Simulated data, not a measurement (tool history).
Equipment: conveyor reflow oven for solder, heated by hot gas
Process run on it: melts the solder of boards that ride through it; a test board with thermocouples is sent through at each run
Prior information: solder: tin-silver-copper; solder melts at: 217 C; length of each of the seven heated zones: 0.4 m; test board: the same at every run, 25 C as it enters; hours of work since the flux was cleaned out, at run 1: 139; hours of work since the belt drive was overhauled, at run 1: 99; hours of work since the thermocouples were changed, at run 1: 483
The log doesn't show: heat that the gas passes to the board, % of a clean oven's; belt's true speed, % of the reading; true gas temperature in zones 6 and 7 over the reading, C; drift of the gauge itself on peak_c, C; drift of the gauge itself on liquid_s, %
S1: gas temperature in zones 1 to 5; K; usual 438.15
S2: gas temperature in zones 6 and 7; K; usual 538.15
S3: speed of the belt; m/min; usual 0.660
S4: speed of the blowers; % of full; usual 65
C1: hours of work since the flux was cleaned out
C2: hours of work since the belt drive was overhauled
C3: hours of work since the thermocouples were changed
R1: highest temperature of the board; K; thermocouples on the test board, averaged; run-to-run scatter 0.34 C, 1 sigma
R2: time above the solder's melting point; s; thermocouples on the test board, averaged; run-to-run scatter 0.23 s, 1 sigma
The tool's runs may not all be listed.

run 1 day=0.000 | S1=438.15 S2=538.15 S3=0.660 S4=65 | C1=139 C2=99 C3=483 | R1=513.95 R2=40.4
-- day=1.317 flux residue cleaned out of gas plates and filters
run 2 day=2.012 | S1=438.15 S2=538.15 S3=0.660 S4=65 | C1=12 C2=129 C3=513 | R1=515.15 R2=42.6
run 3 day=3.471 | S1=438.15 S2=538.15 S3=0.660 S4=65 | C1=36 C2=153 C3=537 | R1=514.45 R2=41.7
run 4 day=4.642 | S1=438.15 S2=538.15 S3=0.660 S4=65 | C1=55 C2=173 C3=557 | R1=514.85 R2=41.6
run 5 day=5.771 | S1=438.15 S2=538.15 S3=0.660 S4=65 | C1=74 C2=191 C3=575 | R1=513.85 R2=41.2
run 6 day=7.729 | S1=438.15 S2=538.15 S3=0.660 S4=65 | C1=106 C2=224 C3=608 | R1=513.75 R2=40.9
run 7 day=9.604 | S1=438.15 S2=538.15 S3=0.660 S4=65 | C1=137 C2=255 C3=639 | R1=513.15 R2=41.0
-- day=11.100 flux residue cleaned out of gas plates and filters
run 8 day=11.217 | S1=438.15 S2=538.15 S3=0.660 S4=65 | C1=2 C2=278 C3=662 | R1=514.65 R2=41.8
run 9 day=13.212 | S1=438.15 S2=538.15 S3=0.660 S4=65 | C1=35 C2=311 C3=695 | R1=514.85 R2=41.6
run 10 day=15.100 | S1=438.15 S2=538.15 S3=0.660 S4=65 | C1=66 C2=342 C3=726 | R1=514.05 R2=41.7
run 11 day=17.054 | S1=438.15 S2=538.15 S3=0.660 S4=65 | C1=99 C2=375 C3=758 | R1=514.25 R2=40.7
run 12 day=18.533 | S1=445.15 S2=549.15 S3=0.660 S4=65 | C1=123 C2=399 C3=783 | R1=524.15 R2=51.7
run 13 day=19.804 | S1=451.15 S2=539.15 S3=0.660 S4=65 | C1=144 C2=420 C3=804 | R1=517.45 R2=49.0
-- day=20.896 flux residue cleaned out of gas plates and filters
run 14 day=21.362 | S1=435.15 S2=551.15 S3=0.560 S4=65 | C1=8 C2=442 C3=826 | R1=530.45 R2=64.8
run 15 day=23.596 | S1=435.15 S2=551.15 S3=0.560 S4=65 | C1=45 C2=479 C3=863 | R1=530.95 R2=64.4
run 16 day=25.746 | S1=438.15 S2=538.15 S3=0.660 S4=85 | C1=80 C2=515 C3=899 | R1=518.55 R2=47.1
run 17 day=27.392 | S1=438.15 S2=538.15 S3=0.660 S4=65 | C1=107 C2=542 C3=926 | R1=513.55 R2=40.6
run 18 day=29.008 | S1=427.15 S2=545.15 S3=0.759 S4=65 | C1=134 C2=569 C3=953 | R1=510.65 R2=28.9
-- day=30.788 flux residue cleaned out of gas plates and filters
run 19 day=31.412 | S1=427.15 S2=545.15 S3=0.759 S4=64 | C1=10 C2=605 C3=989 | R1=510.85 R2=29.2
run 20 day=32.546 | S1=427.15 S2=545.15 S3=0.759 S4=64 | C1=29 C2=624 C3=1008 | R1=511.25 R2=29.2
run 21 day=34.958 | S1=438.15 S2=538.15 S3=0.568 S4=65 | C1=69 C2=664 C3=1048 | R1=517.75 R2=54.8
-- day=35.808 thermocouples of zones 6 and 7 changed
run 22 day=36.208 | S1=435.15 S2=538.15 S3=0.784 S4=64 | C1=88 C2=683 C3=7 | R1=508.95 R2=27.6

What if the next run were any one of these 3? Each begins from the tool's condition after run 22:
run A day=37.358 | S1=451.15 S2=540.15 S3=0.660 S4=65 | C1=107 C2=702 C3=26 | R1=? R2=?
run B day=37.358 | S1=449.15 S2=533.15 S3=0.742 S4=65 | C1=107 C2=702 C3=26 | R1=? R2=?
run C day=37.358 | S1=438.15 S2=543.15 S3=0.707 S4=52 | C1=107 C2=702 C3=26 | R1=? R2=?

run=A R1=520.75 R2=52.5
run=B R1=510.85 R2=36.2
run=C R1=512.65 R2=35.6
Without the tool's hidden state the same runs would have given:
run=A R1=521.35 R2=52.3
run=B R1=511.55 R2=36.5
run=C R1=513.15 R2=35.6
